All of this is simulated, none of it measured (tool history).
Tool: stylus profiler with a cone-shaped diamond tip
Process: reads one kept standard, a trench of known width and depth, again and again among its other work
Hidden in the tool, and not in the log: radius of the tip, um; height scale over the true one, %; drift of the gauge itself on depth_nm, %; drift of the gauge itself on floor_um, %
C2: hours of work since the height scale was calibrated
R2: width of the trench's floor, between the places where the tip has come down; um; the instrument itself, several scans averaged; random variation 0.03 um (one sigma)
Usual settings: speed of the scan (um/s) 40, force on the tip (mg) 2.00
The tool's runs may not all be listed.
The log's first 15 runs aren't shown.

run 16 hour=369.9 | speed_of_the_scan_(um/s)=40 force_on_the_tip_(mg)=1.40 | scans_with_this_tip=11310 C2=914 | depth_of_the_trench_(Å)=5009.2 R2=46.56
run 17 hour=389.3 | speed_of_the_scan_(um/s)=40 force_on_the_tip_(mg)=1.40 | scans_with_this_tip=11480 C2=928 | depth_of_the_trench_(Å)=5010.4 R2=46.58
run 18 hour=407.2 | speed_of_the_scan_(um/s)=40 force_on_the_tip_(mg)=2.00 | scans_with_this_tip=11638 C2=940 | depth_of_the_trench_(Å)=5017.7 R2=46.60
run 19 hour=423.3 | speed_of_the_scan_(um/s)=40 force_on_the_tip_(mg)=2.00 | scans_with_this_tip=11779 C2=952 | depth_of_the_trench_(Å)=5015.5 R2=46.56
run 20 hour=449.6 | speed_of_the_scan_(um/s)=137 force_on_the_tip_(mg)=2.00 | scans_with_this_tip=12010 C2=970 | depth_of_the_trench_(Å)=5016.3 R2=46.33
run 21 hour=476.0 | speed_of_the_scan_(um/s)=137 force_on_the_tip_(mg)=2.00 | scans_with_this_tip=12241 C2=989 | depth_of_the_trench_(Å)=5015.3 R2=46.31
run 22 hour=501.3 | speed_of_the_scan_(um/s)=87 force_on_the_tip_(mg)=1.67 | scans_with_this_tip=12464 C2=1007 | depth_of_the_trench_(Å)=5010.6 R2=46.40
run 23 hour=526.5 | speed_of_the_scan_(um/s)=16 force_on_the_tip_(mg)=1.54 | scans_with_this_tip=12685 C2=1025 | depth_of_the_trench_(Å)=5009.6 R2=46.58
run 24 hour=554.9 | speed_of_the_scan_(um/s)=16 force_on_the_tip_(mg)=1.54 | scans_with_this_tip=12934 C2=1045 | depth_of_the_trench_(Å)=5009.5 R2=46.64
run 25 hour=587.4 | speed_of_the_scan_(um/s)=11 force_on_the_tip_(mg)=4.92 | scans_with_this_tip=13220 C2=1068 | depth_of_the_trench_(Å)=5041.2 R2=46.66
run 26 hour=607.4 | speed_of_the_scan_(um/s)=66 force_on_the_tip_(mg)=2.00 | scans_with_this_tip=13395 C2=1082 | depth_of_the_trench_(Å)=5011.3 R2=46.38
run 27 hour=626.5 | speed_of_the_scan_(um/s)=66 force_on_the_tip_(mg)=2.00 | scans_with_this_tip=13563 C2=1096 | depth_of_the_trench_(Å)=5012.5 R2=46.44
run 28 hour=641.4 | speed_of_the_scan_(um/s)=108 force_on_the_tip_(mg)=1.55 | scans_with_this_tip=13693 C2=1106 | depth_of_the_trench_(Å)=5009.5 R2=46.31
run 29 hour=658.8 | speed_of_the_scan_(um/s)=13 force_on_the_tip_(mg)=1.41 | scans_with_this_tip=13846 C2=1119 | depth_of_the_trench_(Å)=5007.0 R2=46.57
run 30 hour=685.4 | speed_of_the_scan_(um/s)=46 force_on_the_tip_(mg)=5.90 | scans_with_this_tip=14080 C2=1138 | depth_of_the_trench_(Å)=5047.9 R2=46.50
run 31 hour=716.9 | speed_of_the_scan_(um/s)=10 force_on_the_tip_(mg)=0.98 | scans_with_this_tip=14357 C2=1160 | depth_of_the_trench_(Å)=4999.0 R2=46.55
run 32 hour=731.9 | speed_of_the_scan_(um/s)=10 force_on_the_tip_(mg)=0.98 | scans_with_this_tip=14489 C2=1171 | depth_of_the_trench_(Å)=4999.2 R2=46.53
run 33 hour=762.9 | speed_of_the_scan_(um/s)=56 force_on_the_tip_(mg)=4.03 | scans_with_this_tip=14760 C2=1193 | depth_of_the_trench_(Å)=5030.7 R2=46.46
run 34 hour=795.4 | speed_of_the_scan_(um/s)=18 force_on_the_tip_(mg)=0.74 | scans_with_this_tip=15046 C2=1216 | depth_of_the_trench_(Å)=4994.1 R2=46.46
run 35 hour=823.6 | speed_of_the_scan_(um/s)=31 force_on_the_tip_(mg)=1.28 | scans_with_this_tip=15294 C2=1236 | depth_of_the_trench_(Å)=5001.6 R2=46.43

3 ways to go on from here, each from the tool as it stands after run 35. What would each give?
run A hour=847.7 | speed_of_the_scan_(um/s)=27 force_on_the_tip_(mg)=1.28 | scans_with_this_tip=15505 C2=1253 | depth_of_the_trench_(Å)=? R2=?
run B hour=847.7 | speed_of_the_scan_(um/s)=22 force_on_the_tip_(mg)=1.28 | scans_with_this_tip=15505 C2=1253 | depth_of_the_trench_(Å)=? R2=?
run C hour=847.7 | speed_of_the_scan_(um/s)=80 force_on_the_tip_(mg)=2.00 | scans_with_this_tip=15505 C2=1253 | depth_of_the_trench_(Å)=? R2=?

run=A depth_of_the_trench_(Å)=5004.8 R2=46.46
run=B depth_of_the_trench_(Å)=5002.2 R2=46.47
run=C depth_of_the_trench_(Å)=5011.3 R2=46.35
Without the tool's hidden state the same runs would have given:
run=A depth_of_the_trench_(Å)=5026.8 R2=47.28
run=B depth_of_the_trench_(Å)=5024.2 R2=47.29
run=C depth_of_the_trench_(Å)=5033.3 R2=47.17
